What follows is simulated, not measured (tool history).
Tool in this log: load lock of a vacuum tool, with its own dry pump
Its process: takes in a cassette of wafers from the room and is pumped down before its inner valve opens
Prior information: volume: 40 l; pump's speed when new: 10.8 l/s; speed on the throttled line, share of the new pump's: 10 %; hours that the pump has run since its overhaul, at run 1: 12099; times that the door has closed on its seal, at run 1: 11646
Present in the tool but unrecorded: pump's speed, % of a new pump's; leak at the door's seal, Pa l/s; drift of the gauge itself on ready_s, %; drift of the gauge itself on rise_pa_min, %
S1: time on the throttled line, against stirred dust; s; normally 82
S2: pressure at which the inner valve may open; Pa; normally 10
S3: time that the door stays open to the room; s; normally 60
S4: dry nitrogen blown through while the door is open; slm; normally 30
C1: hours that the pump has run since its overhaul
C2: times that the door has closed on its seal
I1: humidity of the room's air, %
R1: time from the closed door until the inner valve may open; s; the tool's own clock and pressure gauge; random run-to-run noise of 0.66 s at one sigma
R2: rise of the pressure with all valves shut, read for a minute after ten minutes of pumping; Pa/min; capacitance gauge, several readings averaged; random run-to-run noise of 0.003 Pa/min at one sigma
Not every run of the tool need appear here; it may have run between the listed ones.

run	hour	S1	S2	S3	S4	C1	C2	I1	R1	R2
1	0	82	10	60	30	12099	11646	48.3	110.8	0.079
2	372.7	82	10	60	30	12471	12098	45.5	112.7	0.082
3	667.8	82	10	60	30	12766	12457	45.6	112.4	0.083
# hour 761.1: dry pump taken out, an overhauled one fitted
4	982	82	10	60	30	221	12831	46.9	108.5	0.086
5	1474.9	82	10	60	30	714	13430	47.6	109.4	0.085
6	1872.2	82	10	60	30	1111	13912	40.8	109.1	0.09
7	2303.4	82	10	60	30	1542	14436	45	109.7	0.091
8	2783.1	161	10	60	30	2022	15019	47.1	180.4	0.096
9	3231.7	161	10	60	30	2471	15563	44.5	180.1	0.1
10	3596.9	161	10	60	30	2836	16007	44.3	179.9	0.098
11	3936.5	161	10	60	30	3175	16419	47.2	181.7	0.108
12	4373.3	161	10	60	30	3612	16950	43	180	0.099
13	4644.5	82	10	60	30	3883	17279	46.2	109.5	0.106
14	5040.6	82	10	60	30	4279	17760	46.6	110.8	0.107
15	5532.6	82	10	60	4	4771	18358	42.2	109.3	0.153
16	5759.5	156	13	97	35	4998	18633	43.1	174.4	0.124
17	6153.4	156	13	97	35	5392	19112	42.5	174.6	0.124
18	6528.3	82	10	77	30	5767	19567	44.8	111.1	0.121
19	6828.6	78	20	32	30	6067	19932	42	104.1	0.108
20	7207.4	82	17	162	30	6446	20392	44.5	109.1	0.153
21	7444.6	49	14	60	30	6684	20680	48.7	79	0.136
22	7888.7	49	7	60	30	7128	21219	43.8	82.3	0.133
23	8369	57	10	60	30	7608	21803	42	87.6	0.132
24	8629.6	57	10	60	30	7868	22119	45	89.2	0.137
25	9030.6	57	7	29	30	8270	22606	43.4	91.3	0.129
26	9250	72	7	64	30	8489	22873	45	103.4	0.142
27	9542.3	82	10	60	37	8781	23227	44	109.8	0.141
28	10035.8	66	10	36	37	9275	23827	45.6	98.1	0.142

Here are 4 independent what-if runs from the current tool condition. What would each one return?
A	10322.9	104	12	36	37	9562	24176	47	?	?
B	10322.9	97	7	36	28	9562	24176	45.2	?	?
C	10322.9	42	11	60	30	9562	24176	43.2	?	?
D	10322.9	101	10	36	36	9562	24176	43.8	?	?

run	R1	R2
A	129.8	0.142
B	126.1	0.148
C	75.9	0.153
D	128.8	0.135
The same runs, with their run-to-run variation unchanged, on a tool lacking any hidden condition would have given:
run	R1	R2
A	126.7	0.028
B	122.6	0.033
C	72.1	0.037
D	125.6	0.019
